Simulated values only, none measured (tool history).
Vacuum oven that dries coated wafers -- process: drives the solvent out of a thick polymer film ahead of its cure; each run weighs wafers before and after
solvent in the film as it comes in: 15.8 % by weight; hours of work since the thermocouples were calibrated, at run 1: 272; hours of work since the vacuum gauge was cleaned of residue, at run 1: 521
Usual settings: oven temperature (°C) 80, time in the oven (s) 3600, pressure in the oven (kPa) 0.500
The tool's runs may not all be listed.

run    hour  oven temperature (°C)  time in the oven (s)  pressure in the oven (kPa)  hours of work since the thermocouples were calibrated  hours of work since the vacuum gauge was cleaned of residue  solvent left in the film (%)
  1     0.0                     80                  3600                       0.500                                                    272                                                          521                          2.41
  2    24.8                     80                  3600                       0.500                                                    291                                                          540                          2.37
  3    57.9                     80                  3600                       0.500                                                    316                                                          565                          2.41
  4   105.7                     80                  3360                       0.500                                                    353                                                          602                          2.68
  5   130.4                     80                  2760                       0.500                                                    372                                                          621                          3.40
  6   151.3                     80                  3240                       0.500                                                    388                                                          637                          2.79
  7   179.8                     80                  3240                       0.500                                                    410                                                          659                          2.79
  8   207.0                     81                  3600                       0.500                                                    430                                                          680                          2.21
  9   242.5                     81                  3600                       0.500                                                    458                                                          707                          2.23
 10   268.3                     80                  3600                       0.500                                                    477                                                          727                          2.41
 11   313.1                     80                  3600                       0.500                                                    512                                                          761                          2.38
 12   353.8                     80                  3600                       1.123                                                    543                                                          792                          2.97
 13   377.5                     80                  3600                       1.123                                                    561                                                          810                          2.96
 14   413.6                     80                  3600                       1.123                                                    588                                                          838                          3.01
 15   453.5                     95                  3600                       0.500                                                    619                                                          868                          0.77
 16   492.0                     95                  3600                       0.500                                                    649                                                          898                          0.76
 17   528.8                     66                  3600                       0.500                                                    677                                                          926                          5.24
 18   565.5                     66                  3600                       0.500                                                    705                                                          954                          5.16
 19   611.8                     66                  3600                       0.500                                                    740                                                          989                          5.16
 20   642.6                     66                  3600                       0.500                                                    764                                                         1013                          5.17
 21   671.4                     66                  3600                       0.500                                                    786                                                         1035                          5.17
 22   705.3                     66                  3600                       0.500                                                    812                                                         1061                          5.16
 23   747.3                     66                  3600                       0.500                                                    844                                                         1093                          5.21
 24   776.2                     80                  2400                       0.561                                                    866                                                         1115                          4.06
 25   807.4                     76                  2220                       1.532                                                    890                                                         1139                          6.12
 26   834.6                     88                  6420                       1.781                                                    911                                                         1160                          1.48
 27   882.9                     77                  3300                       1.508                                                    948                                                         1197                          4.22
 28   908.9                     77                  3300                       1.508                                                    968                                                         1217                          4.35
 29   937.8                     80                  3600                       1.502                                                    990                                                         1239                          3.34
 30   975.7                     87                  6060                       0.711                                                   1019                                                         1268                          0.82
 31  1001.5                     87                  6060                       0.711                                                   1039                                                         1288                          0.76
 32  1041.6                     89                  6000                       1.283                                                   1069                                                         1318                          1.11
 33  1087.0                     89                  6000                       1.283                                                   1104                                                         1353                          1.11
 34  1114.5                     82                  3840                       0.402                                                   1125                                                         1374                          1.67
 35  1149.0                     70                  3360                       0.558                                                   1151                                                         1401                          4.69
 36  1178.9                     70                  3360                       0.558                                                   1174                                                         1424                          4.62
 37  1210.5                     80                  2940                       1.254                                                   1198                                                         1448                          3.88
 38  1260.0                     90                  3000                       1.254                                                   1236                                                         1486                          2.09
 39  1303.4                     90                  3000                       1.254                                                   1270                                                         1519                          2.11
 40  1345.9                     91                  1860                       0.500                                                   1302                                                         1551                          3.08
 41  1386.5                     87                  5280                       1.375                                                   1333                                                         1582                          1.43
 42  1420.6                     87                  5280                       1.375                                                   1359                                                         1608                          1.42
 43  1466.6                     87                  2700                       1.392                                                   1395                                                         1644                          2.93
 44  1503.7                     75                  2700                       0.605                                                   1423                                                         1672                          4.68
 45  1540.8                     68                  2520                       0.425                                                   1451                                                         1701                          6.14
 46  1583.6                     90                  2520                       0.440                                                   1484                                                         1733                          2.08

Branching from run 46: 3 alternative next runs. What would each branch give?
  A  1608.1                     90                  1860                       0.261                                                   1503                                                         1752                             ?
  B  1608.1                     73                  2940                       0.595                                                   1503                                                         1752                             ?
  C  1608.1                     80                  6120                       0.696                                                   1503                                                         1752                             ?

run  solvent left in the film (%)
  A                          3.16
  B                          4.63
  C                          1.22
Without the tool's hidden state the same runs would have given:
run  solvent left in the film (%)
  A                          3.16
  B                          4.62
  C                          1.21
